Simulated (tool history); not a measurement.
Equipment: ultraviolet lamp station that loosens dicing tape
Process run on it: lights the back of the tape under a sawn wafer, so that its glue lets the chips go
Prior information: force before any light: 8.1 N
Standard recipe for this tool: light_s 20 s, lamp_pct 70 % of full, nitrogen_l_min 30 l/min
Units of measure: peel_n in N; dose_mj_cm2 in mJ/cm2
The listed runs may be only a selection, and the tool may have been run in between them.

Run 1, day 0: usual settings. Result: peel_n 1.025 N, dose_mj_cm2 310 mJ/cm2.
Run 2, day 1.262: usual settings. Result: peel_n 1.024 N, dose_mj_cm2 308 mJ/cm2.
Run 3, day 3.092: usual settings. Result: peel_n 0.979 N, dose_mj_cm2 309 mJ/cm2.
Run 4, day 4.483: usual settings. Result: peel_n 1.017 N, dose_mj_cm2 310 mJ/cm2.
Run 5, day 6.125: usual settings. Result: peel_n 1.044 N, dose_mj_cm2 310 mJ/cm2.
Run 6, day 7.3: usual settings. Result: peel_n 1.01 N, dose_mj_cm2 310 mJ/cm2.
Run 7, day 8.604: usual settings. Result: peel_n 1.015 N, dose_mj_cm2 306 mJ/cm2.
Run 8, day 9.967: usual settings but nitrogen_l_min 21 l/min. Result: peel_n 1.197 N, dose_mj_cm2 308 mJ/cm2.
Run 9, day 10.879: usual settings but nitrogen_l_min 27 l/min. Result: peel_n 1.057 N, dose_mj_cm2 308 mJ/cm2.
Run 10, day 12.642: usual settings but nitrogen_l_min 27 l/min. Result: peel_n 1.097 N, dose_mj_cm2 312 mJ/cm2.
Run 11, day 13.938: usual settings but nitrogen_l_min 27 l/min. Result: peel_n 1.05 N, dose_mj_cm2 310 mJ/cm2.
Run 12, day 15.496: usual settings but nitrogen_l_min 45 l/min. Result: peel_n 0.886 N, dose_mj_cm2 305 mJ/cm2.
Run 13, day 16.471: usual settings. Result: peel_n 1.011 N, dose_mj_cm2 308 mJ/cm2.
Run 14, day 18.154: usual settings. Result: peel_n 1.038 N, dose_mj_cm2 315 mJ/cm2.
Run 15, day 19.642: usual settings. Result: peel_n 1.025 N, dose_mj_cm2 315 mJ/cm2.
At day 20.375: lamp changed.
Run 16, day 20.838: usual settings but lamp_pct 64 % of full. Result: peel_n 1.191 N, dose_mj_cm2 283 mJ/cm2.
Run 17, day 21.704: usual settings but light_s 15 s, nitrogen_l_min 28 l/min. Result: peel_n 1.606 N, dose_mj_cm2 238 mJ/cm2.
Run 18, day 22.996: usual settings but light_s 32 s, lamp_pct 87 % of full. Result: peel_n 0.293 N, dose_mj_cm2 620 mJ/cm2.
Run 19, day 24.138: usual settings but light_s 17 s, lamp_pct 60 % of full. Result: peel_n 1.734 N, dose_mj_cm2 226 mJ/cm2.
Run 20, day 25.675: usual settings but light_s 17 s, lamp_pct 60 % of full. Result: peel_n 1.715 N, dose_mj_cm2 224 mJ/cm2.
At day 26.075: window cleaned of glue's vapour.
Run 21, day 27.575: usual settings but light_s 40 s. Result: peel_n 0.306 N, dose_mj_cm2 624 mJ/cm2.
Run 22, day 28.679: usual settings but lamp_pct 99 % of full, nitrogen_l_min 57 l/min. Result: peel_n 0.406 N, dose_mj_cm2 442 mJ/cm2.
Run 23, day 30.35: usual settings but lamp_pct 99 % of full, nitrogen_l_min 57 l/min. Result: peel_n 0.398 N, dose_mj_cm2 438 mJ/cm2.
Run 24, day 31.754: usual settings but light_s 25 s, lamp_pct 62 % of full, nitrogen_l_min 26 l/min. Result: peel_n 0.9 N, dose_mj_cm2 346 mJ/cm2.
Run 25, day 32.604: usual settings but light_s 11 s, lamp_pct 89 % of full, nitrogen_l_min 10 l/min. Result: peel_n 2.62 N, dose_mj_cm2 217 mJ/cm2.
Run 26, day 34.325: usual settings but light_s 32 s, nitrogen_l_min 26 l/min. Result: peel_n 0.44 N, dose_mj_cm2 496 mJ/cm2.
Run 27, day 35.638: usual settings but light_s 32 s, nitrogen_l_min 26 l/min. Result: peel_n 0.438 N, dose_mj_cm2 495 mJ/cm2.
Run 28, day 36.9: usual settings but light_s 32 s, nitrogen_l_min 26 l/min. Result: peel_n 0.439 N, dose_mj_cm2 499 mJ/cm2.
Run 29, day 38.658: usual settings but light_s 32 s, nitrogen_l_min 26 l/min. Result: peel_n 0.446 N, dose_mj_cm2 496 mJ/cm2.

5 options for the next run, each taken on its own from the tool as it stands now. Forecast them:
Run A, day 40.179: usual settings but light_s 15 s, lamp_pct 63 % of full. Result: peel_n ?, dose_mj_cm2 ?.
Run B, day 40.179: usual settings but light_s 32 s, nitrogen_l_min 33 l/min. Result: peel_n ?, dose_mj_cm2 ?.
Run C, day 40.179: usual settings but light_s 24 s, lamp_pct 67 % of full, nitrogen_l_min 15 l/min. Result: peel_n ?, dose_mj_cm2 ?.
Run D, day 40.179: usual settings but light_s 11 s, nitrogen_l_min 49 l/min. Result: peel_n ?, dose_mj_cm2 ?.
Run E, day 40.179: usual settings but light_s 19 s, lamp_pct 71 % of full, nitrogen_l_min 26 l/min. Result: peel_n ?, dose_mj_cm2 ?.

run  peel_n  dose_mj_cm2
  A   1.915          214
  B   0.385          501
  C   1.057          356
  D   2.181          167
  E   1.156          300
What these runs would have given with no unlogged condition in the tool:
run  peel_n  dose_mj_cm2
  A   1.911          215
  B   0.384          502
  C   1.054          357
  D   2.178          167
  E   1.153          300
